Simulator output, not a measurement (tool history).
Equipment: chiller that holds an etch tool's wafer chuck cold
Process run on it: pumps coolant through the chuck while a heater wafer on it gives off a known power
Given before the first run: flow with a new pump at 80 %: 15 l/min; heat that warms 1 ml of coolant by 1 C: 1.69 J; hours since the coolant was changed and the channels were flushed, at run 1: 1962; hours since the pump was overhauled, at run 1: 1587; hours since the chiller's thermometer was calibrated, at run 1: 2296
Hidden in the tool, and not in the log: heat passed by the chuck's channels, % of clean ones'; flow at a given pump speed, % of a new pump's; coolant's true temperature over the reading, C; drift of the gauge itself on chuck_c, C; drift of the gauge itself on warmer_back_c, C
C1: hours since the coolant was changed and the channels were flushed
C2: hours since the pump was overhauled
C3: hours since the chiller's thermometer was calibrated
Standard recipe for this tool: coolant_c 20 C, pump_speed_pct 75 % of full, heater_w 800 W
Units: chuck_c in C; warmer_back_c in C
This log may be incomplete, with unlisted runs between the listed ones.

run 1 hour=0 | coolant_c=20 pump_speed_pct=75 heater_w=800 | C1=1962 C2=1587 C3=2296 | chuck_c=26.4 warmer_back_c=2.04
run 2 hour=148.2 | coolant_c=20 pump_speed_pct=75 heater_w=800 | C1=2110 C2=1735 C3=2444 | chuck_c=26.39 warmer_back_c=1.99
run 3 hour=331.9 | coolant_c=20 pump_speed_pct=75 heater_w=800 | C1=2294 C2=1919 C3=2628 | chuck_c=26.37 warmer_back_c=2.01
run 4 hour=519.2 | coolant_c=20 pump_speed_pct=75 heater_w=800 | C1=2481 C2=2106 C3=2815 | chuck_c=26.33 warmer_back_c=2.02
run 5 hour=668.6 | coolant_c=20 pump_speed_pct=62 heater_w=800 | C1=2631 C2=2255 C3=2964 | chuck_c=27.36 warmer_back_c=2.44
run 6 hour=851 | coolant_c=20 pump_speed_pct=75 heater_w=800 | C1=2813 C2=2438 C3=3147 | chuck_c=26.35 warmer_back_c=2.05
run 7 hour=1035.9 | coolant_c=20 pump_speed_pct=82 heater_w=800 | C1=2998 C2=2623 C3=3332 | chuck_c=26.08 warmer_back_c=1.84
-- hour=1161.7 coolant changed, channels flushed
run 8 hour=1243.4 | coolant_c=20 pump_speed_pct=82 heater_w=800 | C1=82 C2=2824 C3=3533 | chuck_c=25.88 warmer_back_c=1.84
run 9 hour=1377.9 | coolant_c=20 pump_speed_pct=75 heater_w=800 | C1=216 C2=2958 C3=3668 | chuck_c=26.31 warmer_back_c=2.02
run 10 hour=1544.3 | coolant_c=20 pump_speed_pct=75 heater_w=800 | C1=383 C2=3125 C3=3834 | chuck_c=26.48 warmer_back_c=2
run 11 hour=1748.4 | coolant_c=20 pump_speed_pct=75 heater_w=800 | C1=587 C2=3329 C3=4038 | chuck_c=26.42 warmer_back_c=2.06
run 12 hour=1857.2 | coolant_c=20 pump_speed_pct=75 heater_w=800 | C1=695 C2=3438 C3=4147 | chuck_c=26.27 warmer_back_c=2.03
run 13 hour=2049.6 | coolant_c=20 pump_speed_pct=75 heater_w=800 | C1=888 C2=3630 C3=4340 | chuck_c=26.27 warmer_back_c=2.03
run 14 hour=2180.4 | coolant_c=12 pump_speed_pct=75 heater_w=800 | C1=1019 C2=3761 C3=4470 | chuck_c=18.37 warmer_back_c=2.03
run 15 hour=2372.7 | coolant_c=17 pump_speed_pct=75 heater_w=800 | C1=1211 C2=3953 C3=4663 | chuck_c=23.42 warmer_back_c=2.01
-- hour=2464.1 chiller's thermometer calibrated
run 16 hour=2506.8 | coolant_c=17 pump_speed_pct=75 heater_w=800 | C1=1344 C2=4086 C3=43 | chuck_c=23.24 warmer_back_c=2.02
run 17 hour=2606.3 | coolant_c=14 pump_speed_pct=82 heater_w=1003 | C1=1444 C2=4186 C3=142 | chuck_c=21.54 warmer_back_c=2.3
run 18 hour=2745.7 | coolant_c=20 pump_speed_pct=75 heater_w=575 | C1=1583 C2=4325 C3=282 | chuck_c=24.51 warmer_back_c=1.46
run 19 hour=2859.9 | coolant_c=13 pump_speed_pct=74 heater_w=946 | C1=1697 C2=4440 C3=396 | chuck_c=20.67 warmer_back_c=2.45
run 20 hour=2965.1 | coolant_c=25 pump_speed_pct=74 heater_w=764 | C1=1802 C2=4545 C3=501 | chuck_c=31.08 warmer_back_c=1.97
run 21 hour=3158.5 | coolant_c=25 pump_speed_pct=74 heater_w=764 | C1=1996 C2=4738 C3=694 | chuck_c=31.24 warmer_back_c=1.96
-- hour=3324.6 coolant pump overhauled
run 22 hour=3348.5 | coolant_c=14 pump_speed_pct=74 heater_w=1142 | C1=2181 C2=24 C3=879 | chuck_c=23.24 warmer_back_c=2.93
run 23 hour=3527.8 | coolant_c=14 pump_speed_pct=74 heater_w=1142 | C1=2360 C2=203 C3=1059 | chuck_c=23.18 warmer_back_c=2.91
run 24 hour=3687.3 | coolant_c=25 pump_speed_pct=74 heater_w=1142 | C1=2520 C2=363 C3=1218 | chuck_c=34.19 warmer_back_c=2.92
run 25 hour=3808.5 | coolant_c=25 pump_speed_pct=74 heater_w=1142 | C1=2641 C2=484 C3=1339 | chuck_c=34.23 warmer_back_c=2.95
run 26 hour=3982 | coolant_c=10 pump_speed_pct=88 heater_w=858 | C1=2814 C2=657 C3=1513 | chuck_c=15.99 warmer_back_c=1.84
run 27 hour=4077.1 | coolant_c=10 pump_speed_pct=88 heater_w=858 | C1=2909 C2=753 C3=1608 | chuck_c=16.13 warmer_back_c=1.85
run 28 hour=4236.6 | coolant_c=10 pump_speed_pct=88 heater_w=858 | C1=3069 C2=912 C3=1767 | chuck_c=16.15 warmer_back_c=1.85
-- hour=4294.6 coolant changed, channels flushed
run 29 hour=4338.4 | coolant_c=25 pump_speed_pct=88 heater_w=1090 | C1=44 C2=1008 C3=1863 | chuck_c=32.87 warmer_back_c=2.35
run 30 hour=4514.5 | coolant_c=25 pump_speed_pct=88 heater_w=1090 | C1=220 C2=1184 C3=2039 | chuck_c=32.79 warmer_back_c=2.36
run 31 hour=4636 | coolant_c=25 pump_speed_pct=88 heater_w=1090 | C1=341 C2=1305 C3=2161 | chuck_c=32.8 warmer_back_c=2.36

5 ways to go on from here, each from the tool as it stands after run 31. What would each give?
run A hour=4774.3 | coolant_c=19 pump_speed_pct=75 heater_w=800 | C1=480 C2=1444 C3=2299 | chuck_c=? warmer_back_c=?
run B hour=4774.3 | coolant_c=14 pump_speed_pct=77 heater_w=709 | C1=480 C2=1444 C3=2299 | chuck_c=? warmer_back_c=?
run C hour=4774.3 | coolant_c=20 pump_speed_pct=75 heater_w=425 | C1=480 C2=1444 C3=2299 | chuck_c=? warmer_back_c=?
run D hour=4774.3 | coolant_c=18 pump_speed_pct=88 heater_w=1090 | C1=480 C2=1444 C3=2299 | chuck_c=? warmer_back_c=?
run E hour=4774.3 | coolant_c=20 pump_speed_pct=70 heater_w=952 | C1=480 C2=1444 C3=2299 | chuck_c=? warmer_back_c=?

run=A chuck_c=25.51 warmer_back_c=2.03
run=B chuck_c=19.51 warmer_back_c=1.73
run=C chuck_c=23.35 warmer_back_c=1.05
run=D chuck_c=25.75 warmer_back_c=2.36
run=E chuck_c=28.09 warmer_back_c=2.57
What these runs would have given with no unlogged condition in the tool:
run=A chuck_c=25.51 warmer_back_c=2.03
run=B chuck_c=19.51 warmer_back_c=1.73
run=C chuck_c=23.35 warmer_back_c=1.05
run=D chuck_c=25.75 warmer_back_c=2.36
run=E chuck_c=28.09 warmer_back_c=2.57
